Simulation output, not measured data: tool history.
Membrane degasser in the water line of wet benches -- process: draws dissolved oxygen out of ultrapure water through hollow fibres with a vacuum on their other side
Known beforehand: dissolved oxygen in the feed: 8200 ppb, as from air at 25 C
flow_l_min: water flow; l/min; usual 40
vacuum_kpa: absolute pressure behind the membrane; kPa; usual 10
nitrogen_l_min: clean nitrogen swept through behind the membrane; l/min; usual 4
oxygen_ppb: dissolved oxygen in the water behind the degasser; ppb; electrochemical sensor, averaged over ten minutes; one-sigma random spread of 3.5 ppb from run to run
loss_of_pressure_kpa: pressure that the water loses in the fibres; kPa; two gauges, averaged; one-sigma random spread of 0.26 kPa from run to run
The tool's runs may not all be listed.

| run | hour | flow_l_min | vacuum_kpa | nitrogen_l_min | oxygen_ppb | loss_of_pressure_kpa |
|---|---|---|---|---|---|---|
| 1 | 0 | 40 | 10 | 4 | 355.5 | 70.1 |
| 2 | 95.2 | 40 | 10 | 4 | 354.8 | 69.57 |
| 3 | 185.9 | 40 | 12.6 | 4 | 406.6 | 69.62 |
| 4 | 289.4 | 40 | 12.6 | 4 | 415.5 | 69.99 |
| 5 | 497.1 | 40 | 16.2 | 4 | 492.2 | 69.73 |
| 6 | 681.4 | 40 | 16.2 | 4 | 483.2 | 69.69 |
| 7 | 833.2 | 40 | 16.2 | 4 | 483.9 | 69.54 |

Run 8, settings as shown, results not yet in. Your forecast:
| 8 | 984.4 | 48 | 8 | 9.95 | ? | ? |

{"run 8": {"oxygen_ppb": 316.3, "loss_of_pressure_kpa": 83.91}}
On a tool with no hidden condition, and with the same random variation, this run would have come out at oxygen_ppb 314.7 ppb, loss_of_pressure_kpa 83.77 kPa.

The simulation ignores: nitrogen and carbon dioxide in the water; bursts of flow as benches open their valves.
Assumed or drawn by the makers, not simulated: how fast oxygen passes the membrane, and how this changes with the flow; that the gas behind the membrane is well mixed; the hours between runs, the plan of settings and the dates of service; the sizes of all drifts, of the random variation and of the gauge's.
